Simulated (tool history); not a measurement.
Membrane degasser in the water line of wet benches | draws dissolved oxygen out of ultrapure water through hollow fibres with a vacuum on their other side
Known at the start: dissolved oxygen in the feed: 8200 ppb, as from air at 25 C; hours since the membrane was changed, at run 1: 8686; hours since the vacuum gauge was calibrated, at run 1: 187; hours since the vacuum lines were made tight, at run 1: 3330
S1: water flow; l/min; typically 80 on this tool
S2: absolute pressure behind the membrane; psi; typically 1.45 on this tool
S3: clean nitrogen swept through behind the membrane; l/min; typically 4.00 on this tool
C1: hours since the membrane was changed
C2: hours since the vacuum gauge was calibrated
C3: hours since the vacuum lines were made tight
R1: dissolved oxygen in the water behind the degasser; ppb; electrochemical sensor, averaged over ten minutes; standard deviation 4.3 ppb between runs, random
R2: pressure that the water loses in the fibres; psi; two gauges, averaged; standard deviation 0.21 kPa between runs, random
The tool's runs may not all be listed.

{"run": 1, "hour": 0.0, "S1": 80, "S2": 1.45, "S3": 4.0, "C1": 8686, "C2": 187, "C3": 3330, "R1": 471.2, "R2": 7.438}
{"run": 2, "hour": 138.0, "S1": 80, "S2": 1.65, "S3": 4.0, "C1": 8824, "C2": 325, "C3": 3468, "R1": 528.7, "R2": 7.336}
{"run": 3, "hour": 348.5, "S1": 80, "S2": 1.65, "S3": 4.0, "C1": 9035, "C2": 536, "C3": 3678, "R1": 522.3, "R2": 7.423}
{"run": 4, "hour": 454.6, "S1": 56, "S2": 1.65, "S3": 4.0, "C1": 9141, "C2": 642, "C3": 3785, "R1": 374.2, "R2": 5.156}
{"run": 5, "hour": 642.4, "S1": 80, "S2": 1.45, "S3": 4.0, "C1": 9328, "C2": 830, "C3": 3972, "R1": 494.5, "R2": 7.426}
{"run": 6, "hour": 844.8, "S1": 80, "S2": 1.45, "S3": 4.0, "C1": 9531, "C2": 1032, "C3": 4175, "R1": 496.4, "R2": 7.426}
{"run": 7, "hour": 952.4, "S1": 80, "S2": 1.45, "S3": 4.0, "C1": 9638, "C2": 1140, "C3": 4282, "R1": 492.2, "R2": 7.482}
{"run": 8, "hour": 1109.5, "S1": 80, "S2": 1.45, "S3": 4.0, "C1": 9796, "C2": 1297, "C3": 4439, "R1": 488.2, "R2": 7.462}
{"run": 9, "hour": 1218.3, "S1": 63, "S2": 1.55, "S3": 3.26, "C1": 9904, "C2": 1406, "C3": 4548, "R1": 454.3, "R2": 5.864}
{"hour": 1410.2, "done": "seals of the vacuum lines changed"}
{"run": 10, "hour": 1430.5, "S1": 63, "S2": 1.55, "S3": 3.26, "C1": 10115, "C2": 1616, "C3": 20, "R1": 459.1, "R2": 5.897}
{"run": 11, "hour": 1623.0, "S1": 58, "S2": 1.55, "S3": 10.35, "C1": 10307, "C2": 1808, "C3": 213, "R1": 233.7, "R2": 5.423}
{"run": 12, "hour": 1727.8, "S1": 80, "S2": 0.94, "S3": 4.4, "C1": 10412, "C2": 1913, "C3": 318, "R1": 342.4, "R2": 7.539}
{"run": 13, "hour": 1875.7, "S1": 80, "S2": 0.94, "S3": 4.4, "C1": 10560, "C2": 2061, "C3": 465, "R1": 347.6, "R2": 7.488}
{"run": 14, "hour": 2031.4, "S1": 80, "S2": 0.94, "S3": 4.4, "C1": 10715, "C2": 2217, "C3": 621, "R1": 343.4, "R2": 7.5}
{"run": 15, "hour": 2154.5, "S1": 80, "S2": 0.94, "S3": 4.4, "C1": 10839, "C2": 2340, "C3": 744, "R1": 347.5, "R2": 7.503}

Subtracting, for every run, the result it would have given without the tool's unlogged condition from the measured result gives the following. The same run-to-run variation enters both numbers; the gauge's scatter may not:
The hidden state here: membrane still open, %; true pressure behind the membrane over the reading, kPa; air that leaks in behind the membrane, l/min; drift of the gauge itself on oxygen_ppb, %; drift of the gauge itself on loss_of_pressure_kpa, %.
run=1 R1=+50.8 R2=+0.582
run=2 R1=+51.6 R2=+0.586
run=3 R1=+52.8 R2=+0.600
run=4 R1=+39.2 R2=+0.425
run=5 R1=+59.1 R2=+0.624
run=6 R1=+61.0 R2=+0.637
run=7 R1=+61.5 R2=+0.645
run=8 R1=+62.4 R2=+0.658
run=9 R1=+50.7 R2=+0.524
run=10 R1=+51.9 R2=+0.537
run=11 R1=+47.2 R2=+0.503
run=12 R1=+70.4 R2=+0.702
run=13 R1=+72.8 R2=+0.712
run=14 R1=+73.2 R2=+0.724
run=15 R1=+75.1 R2=+0.734
